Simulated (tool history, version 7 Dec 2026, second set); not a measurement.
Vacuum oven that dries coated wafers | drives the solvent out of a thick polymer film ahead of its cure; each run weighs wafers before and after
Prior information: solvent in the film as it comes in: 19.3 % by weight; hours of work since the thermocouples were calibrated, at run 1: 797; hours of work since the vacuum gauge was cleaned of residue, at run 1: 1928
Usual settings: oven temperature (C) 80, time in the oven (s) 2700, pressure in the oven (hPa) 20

| run | hour | oven temperature (C) | time in the oven (s) | pressure in the oven (hPa) | hours of work since the thermocouples were calibrated | hours of work since the vacuum gauge was cleaned of residue | solvent left in the film (%) |
|---|---|---|---|---|---|---|---|
| 1 | 0 | 80 | 2700 | 20 | 797 | 1928 | 4.26 |
| 2 | 42.3 | 80 | 2700 | 20 | 828 | 1958 | 4.21 |
| 3 | 78.9 | 94 | 2700 | 20 | 854 | 1985 | 0.92 |
| 4 | 147.7 | 94 | 2700 | 20 | 904 | 2034 | 0.89 |
| 5 | 190.2 | 94 | 2700 | 20 | 934 | 2065 | 0.91 |
| 6 | 239.6 | 91 | 2700 | 20 | 970 | 2100 | 1.28 |
| 7 | 314.5 | 91 | 2700 | 20 | 1023 | 2154 | 1.24 |
| 8 | 378.1 | 91 | 2700 | 12.1 | 1069 | 2199 | 0.95 |
| 9 | 424.4 | 91 | 1320 | 12.1 | 1102 | 2233 | 3.21 |
|  | 435.4 | oven's thermocouples calibrated |
| 10 | 467 | 91 | 1320 | 12.1 | 23 | 2262 | 3.83 |
| 11 | 501.7 | 80 | 2700 | 20 | 48 | 2287 | 4.84 |
| 12 | 543.9 | 80 | 2700 | 20 | 78 | 2317 | 4.83 |
| 13 | 597.7 | 80 | 2700 | 20 | 117 | 2356 | 4.78 |
| 14 | 659.7 | 80 | 2880 | 20 | 161 | 2400 | 4.43 |
| 15 | 729.6 | 80 | 1500 | 32.9 | 211 | 2451 | 8.24 |

Run 16 has not been measured yet. What should we expect?
| 16 | 782.4 | 74 | 3540 | 30.8 | 249 | 2488 | ? |

{"run 16": {"solvent left in the film (%)": 6.45}}
With no hidden state in the tool, this same run would have given solvent left in the film (%) 6.06.

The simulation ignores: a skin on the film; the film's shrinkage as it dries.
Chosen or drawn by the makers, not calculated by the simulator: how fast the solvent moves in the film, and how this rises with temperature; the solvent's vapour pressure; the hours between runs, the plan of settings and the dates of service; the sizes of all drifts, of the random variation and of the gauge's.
